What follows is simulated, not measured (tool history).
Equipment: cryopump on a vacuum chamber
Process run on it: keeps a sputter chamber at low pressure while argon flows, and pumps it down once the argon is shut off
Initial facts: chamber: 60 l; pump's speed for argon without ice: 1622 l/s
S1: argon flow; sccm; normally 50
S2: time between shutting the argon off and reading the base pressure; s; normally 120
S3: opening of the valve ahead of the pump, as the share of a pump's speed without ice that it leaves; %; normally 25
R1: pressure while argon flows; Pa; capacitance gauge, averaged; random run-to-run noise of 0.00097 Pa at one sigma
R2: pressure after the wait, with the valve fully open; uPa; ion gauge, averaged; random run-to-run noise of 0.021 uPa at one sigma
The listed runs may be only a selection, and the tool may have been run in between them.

run     day  S1   S2  S3      R1    R2
  1       0  50  120  25  0.2174   1.3
  2   2.854  50  120  25  0.2182  1.31
  3   6.667  50  120  25  0.2194  1.42
  4  10.821  50  120  25  0.2215  1.57
  5  14.992  50  120  25  0.2225  1.71
  6  17.371  50  120  25  0.2215  1.71
  7  21.438  50  120  25  0.2233  1.82
  8  23.729  50  120  25  0.2268  1.95
  9  26.254  50  102  32  0.1809  2.06
 10  30.254  50  102  32  0.1809  2.17
     31.917  -- pump warmed up, emptied and cooled again
 11  33.329  50  225  32  0.1644  1.62
 12  35.271  50  134  36  0.1473   1.8
 13  37.933  34   29  39  0.0936  2.59
 14  39.825  83  105  23  0.3798  1.96
 15  43.846  83  105  23  0.3822  2.06
 16   45.85  54   48  29  0.1984  2.44

Below are 3 alternative next runs, each starting from the tool's condition after run 16. Predict each:
  A  48.238  24  130  16   ?   ?
  B  48.238  34  153  36   ?   ?
  C  48.238  87   30  29   ?   ?

run      R1    R2
  A  0.1588  2.04
  B  0.1023  2.08
  C  0.3194  2.71
Had the tool no hidden state, the same runs would have come out as:
run      R1    R2
  A  0.1563  0.37
  B  0.0987  0.37
  C  0.3103  1.02
